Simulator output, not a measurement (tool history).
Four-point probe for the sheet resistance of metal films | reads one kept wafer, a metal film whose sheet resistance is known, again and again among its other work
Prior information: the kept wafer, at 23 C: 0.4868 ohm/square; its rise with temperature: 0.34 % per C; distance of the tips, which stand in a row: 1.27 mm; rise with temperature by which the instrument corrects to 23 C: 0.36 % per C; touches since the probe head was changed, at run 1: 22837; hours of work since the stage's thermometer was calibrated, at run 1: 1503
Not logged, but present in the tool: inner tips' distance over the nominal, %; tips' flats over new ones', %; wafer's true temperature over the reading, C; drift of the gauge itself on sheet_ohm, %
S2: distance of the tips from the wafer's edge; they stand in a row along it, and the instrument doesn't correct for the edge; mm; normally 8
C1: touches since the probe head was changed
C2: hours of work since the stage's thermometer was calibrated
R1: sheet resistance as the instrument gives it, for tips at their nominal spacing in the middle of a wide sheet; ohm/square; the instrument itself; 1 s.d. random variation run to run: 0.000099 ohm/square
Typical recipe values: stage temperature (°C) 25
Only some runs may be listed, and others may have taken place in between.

{"run": 1, "hour": 0.0, "stage temperature (°C)": 25, "S2": 8, "C1": 22837, "C2": 1503, "R1": 0.4931}
{"run": 2, "hour": 38.8, "stage temperature (°C)": 25, "S2": 48, "C1": 24136, "C2": 1523, "R1": 0.486868}
{"run": 3, "hour": 103.6, "stage temperature (°C)": 25, "S2": 8, "C1": 26309, "C2": 1557, "R1": 0.492945}
{"run": 4, "hour": 148.1, "stage temperature (°C)": 25, "S2": 8, "C1": 27800, "C2": 1580, "R1": 0.493099}
{"run": 5, "hour": 187.0, "stage temperature (°C)": 25, "S2": 8, "C1": 29103, "C2": 1601, "R1": 0.493131}
{"run": 6, "hour": 266.6, "stage temperature (°C)": 25, "S2": 8, "C1": 31771, "C2": 1642, "R1": 0.492949}
{"run": 7, "hour": 346.9, "stage temperature (°C)": 25, "S2": 8, "C1": 34463, "C2": 1684, "R1": 0.493049}
{"run": 8, "hour": 410.7, "stage temperature (°C)": 25, "S2": 8, "C1": 36601, "C2": 1718, "R1": 0.493133}
{"run": 9, "hour": 459.1, "stage temperature (°C)": 25, "S2": 49, "C1": 38223, "C2": 1743, "R1": 0.486888}
{"run": 10, "hour": 552.1, "stage temperature (°C)": 22, "S2": 49, "C1": 41340, "C2": 1792, "R1": 0.486965}
{"hour": 587.0, "done": "stage's thermometer calibrated"}
{"run": 11, "hour": 592.0, "stage temperature (°C)": 22, "S2": 49, "C1": 42660, "C2": 3, "R1": 0.487043}
{"run": 12, "hour": 686.2, "stage temperature (°C)": 22, "S2": 49, "C1": 45819, "C2": 52, "R1": 0.487112}
{"run": 13, "hour": 780.4, "stage temperature (°C)": 22, "S2": 49, "C1": 48976, "C2": 101, "R1": 0.48723}
{"run": 14, "hour": 864.5, "stage temperature (°C)": 25, "S2": 18, "C1": 51792, "C2": 145, "R1": 0.487845}
{"run": 15, "hour": 910.4, "stage temperature (°C)": 34, "S2": 73, "C1": 53332, "C2": 169, "R1": 0.485618}
{"run": 16, "hour": 995.5, "stage temperature (°C)": 34, "S2": 73, "C1": 56183, "C2": 214, "R1": 0.485635}
{"run": 17, "hour": 1034.6, "stage temperature (°C)": 30, "S2": 15, "C1": 57494, "C2": 234, "R1": 0.487943}
{"run": 18, "hour": 1095.8, "stage temperature (°C)": 30, "S2": 14, "C1": 59544, "C2": 266, "R1": 0.488096}
{"run": 19, "hour": 1163.2, "stage temperature (°C)": 22, "S2": 60, "C1": 61803, "C2": 301, "R1": 0.487045}
{"run": 20, "hour": 1205.7, "stage temperature (°C)": 33, "S2": 3, "C1": 63230, "C2": 323, "R1": 0.527908}
{"run": 21, "hour": 1253.1, "stage temperature (°C)": 20, "S2": 28, "C1": 64818, "C2": 348, "R1": 0.487888}
{"run": 22, "hour": 1295.4, "stage temperature (°C)": 20, "S2": 28, "C1": 66233, "C2": 370, "R1": 0.487783}
{"run": 23, "hour": 1385.1, "stage temperature (°C)": 20, "S2": 28, "C1": 69240, "C2": 417, "R1": 0.487688}
{"run": 24, "hour": 1468.3, "stage temperature (°C)": 22, "S2": 14, "C1": 72029, "C2": 461, "R1": 0.489074}
{"run": 25, "hour": 1522.3, "stage temperature (°C)": 30, "S2": 23, "C1": 73839, "C2": 489, "R1": 0.486802}
{"run": 26, "hour": 1601.9, "stage temperature (°C)": 23, "S2": 13, "C1": 76505, "C2": 531, "R1": 0.489496}

Consider 4 possible next runs. They are alternatives, not a sequence: every one starts from the tool as it was left by run 26. What does each give?
{"run": "A", "hour": 1649.4, "stage temperature (°C)": 34, "S2": 13, "C1": 78097, "C2": 555, "R1": "?"}
{"run": "B", "hour": 1649.4, "stage temperature (°C)": 30, "S2": 35, "C1": 78097, "C2": 555, "R1": "?"}
{"run": "C", "hour": 1649.4, "stage temperature (°C)": 21, "S2": 54, "C1": 78097, "C2": 555, "R1": "?"}
{"run": "D", "hour": 1649.4, "stage temperature (°C)": 30, "S2": 42, "C1": 78097, "C2": 555, "R1": "?"}

run=A R1=0.48809
run=B R1=0.486461
run=C R1=0.487179
run=D R1=0.486303
Without the tool's unlogged condition, the same runs would have read:
run=A R1=0.488053
run=B R1=0.486425
run=C R1=0.487143
run=D R1=0.486267
